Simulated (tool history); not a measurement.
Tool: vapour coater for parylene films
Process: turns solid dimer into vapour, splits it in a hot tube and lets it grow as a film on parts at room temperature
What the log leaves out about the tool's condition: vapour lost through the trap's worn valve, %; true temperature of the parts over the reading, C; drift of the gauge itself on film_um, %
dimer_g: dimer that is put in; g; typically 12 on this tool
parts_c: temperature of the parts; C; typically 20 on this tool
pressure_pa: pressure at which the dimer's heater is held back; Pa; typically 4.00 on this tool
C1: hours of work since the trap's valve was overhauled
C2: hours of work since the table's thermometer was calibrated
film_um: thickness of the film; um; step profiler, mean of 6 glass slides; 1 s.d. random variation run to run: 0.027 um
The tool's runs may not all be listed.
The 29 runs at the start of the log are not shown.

Run 30, hour 770.6: usual settings but parts_c 15 C, pressure_pa 6.86 Pa; C1 307; C2 961. Result: film_um 1.91 um.
Run 31, hour 787.4: usual settings but dimer_g 9 g, parts_c 23 C, pressure_pa 8.64 Pa; C1 315; C2 969. Result: film_um 1.17 um.
Run 32, hour 814.5: usual settings but dimer_g 9 g, parts_c 23 C, pressure_pa 8.64 Pa; C1 327; C2 981. Result: film_um 1.15 um.
Run 33, hour 842.8: usual settings but dimer_g 11 g, parts_c 32 C, pressure_pa 9.81 Pa; C1 340; C2 994. Result: film_um 1.15 um.
Run 34, hour 876.0: usual settings but dimer_g 15 g, parts_c 17 C, pressure_pa 9.81 Pa; C1 355; C2 1009. Result: film_um 2.11 um.
Run 35, hour 898.6: usual settings but dimer_g 15 g, parts_c 17 C, pressure_pa 9.81 Pa; C1 366; C2 1019. Result: film_um 2.07 um.
Run 36, hour 917.8: usual settings but parts_c 13 C, pressure_pa 3.83 Pa; C1 374; C2 1028. Result: film_um 2.24 um.
At hour 949.2: trap's valve overhauled.
Run 37, hour 950.9: usual settings but dimer_g 6 g, parts_c 15 C, pressure_pa 10.30 Pa; C1 1; C2 1041. Result: film_um 0.96 um.
Run 38, hour 982.8: usual settings but dimer_g 6 g, parts_c 30 C, pressure_pa 10.30 Pa; C1 15; C2 1056. Result: film_um 0.71 um.

Predict the results of run 39:
Run 39, hour 1013.7: usual settings but dimer_g 10 g, parts_c 14 C, pressure_pa 8.27 Pa; C1 29; C2 1070. Result: film_um ?.

{"run 39": {"film_um": 1.72}}
The same run, on a tool lacking any hidden state, would have yielded film_um 1.79 um.

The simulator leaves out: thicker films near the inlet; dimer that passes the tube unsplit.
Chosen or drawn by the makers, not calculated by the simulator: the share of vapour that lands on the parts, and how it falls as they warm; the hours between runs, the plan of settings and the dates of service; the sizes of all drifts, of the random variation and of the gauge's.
